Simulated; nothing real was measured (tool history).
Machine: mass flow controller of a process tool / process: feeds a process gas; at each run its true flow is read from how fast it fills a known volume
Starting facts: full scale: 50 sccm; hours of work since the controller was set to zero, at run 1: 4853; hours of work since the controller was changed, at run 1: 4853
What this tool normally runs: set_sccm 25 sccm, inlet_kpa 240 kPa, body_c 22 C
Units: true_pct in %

run	hour	set_sccm	inlet_kpa	body_c	hours of work since the controller was set to zero	hours of work since the controller was changed	true_pct
1	0	25	240	22	4853	4853	99.43
2	89.1	25	240	22	4918	4918	99.41
3	259.2	25	240	22	5042	5042	99.34
4	390.2	25	240	22	5137	5137	99.4
5	481.4	25	240	22	5204	5204	99.47
6	606.8	25	240	22	5295	5295	99.35
7	796.5	25	278	22	5433	5433	99.7
8	917.2	25	278	22	5521	5521	99.6
9	1038.3	25	278	22	5610	5610	99.62
10	1254.8	25	278	22	5767	5767	99.67
11	1381.1	25	278	22	5860	5860	99.64
12	1570.5	6	278	22	5998	5998	99.14
13	1677	25	240	22	6075	6075	99.42
14	1812.2	25	240	22	6174	6174	99.4
15	1936.8	25	240	22	6264	6264	99.4
16	2064.7	25	240	22	6358	6358	99.45
17	2262.8	25	240	22	6502	6502	99.4
18	2480	25	240	22	6660	6660	99.39
19	2672.3	25	240	22	6801	6801	99.49
20	2805.4	25	240	22	6898	6898	99.44
21	2915.7	25	240	40	6978	6978	100.43
# hour 2950.1: controller's zero set anew
22	3005.1	25	240	40	40	7043	100.48
23	3168.6	12	271	40	159	7162	100.3
24	3351.6	25	240	21	293	7295	99.41
25	3553.1	34	244	31	439	7442	100.24
26	3684.3	46	155	33	535	7538	100.02
27	3806.2	46	158	22	624	7627	99.43
28	3924.5	17	146	22	710	7713	98.54
29	4138.3	25	258	32	866	7869	100.13
30	4276.2	29	219	22	966	7969	99.43
31	4480.3	29	219	39	1115	8118	100.32
32	4592	29	219	40	1197	8199	100.43
33	4723.6	29	219	40	1292	8295	100.47
34	4869.8	29	219	40	1399	8402	100.41
35	5074.1	8	240	25	1548	8551	99.12
36	5238.1	11	240	25	1667	8670	99.2

What will run 37 give?
37	5400.4	11	240	25	1786	8788	?

Run 37 produced true_pct 99.19 %.
Without the tool's hidden state the same run would have given true_pct 99.2 %.
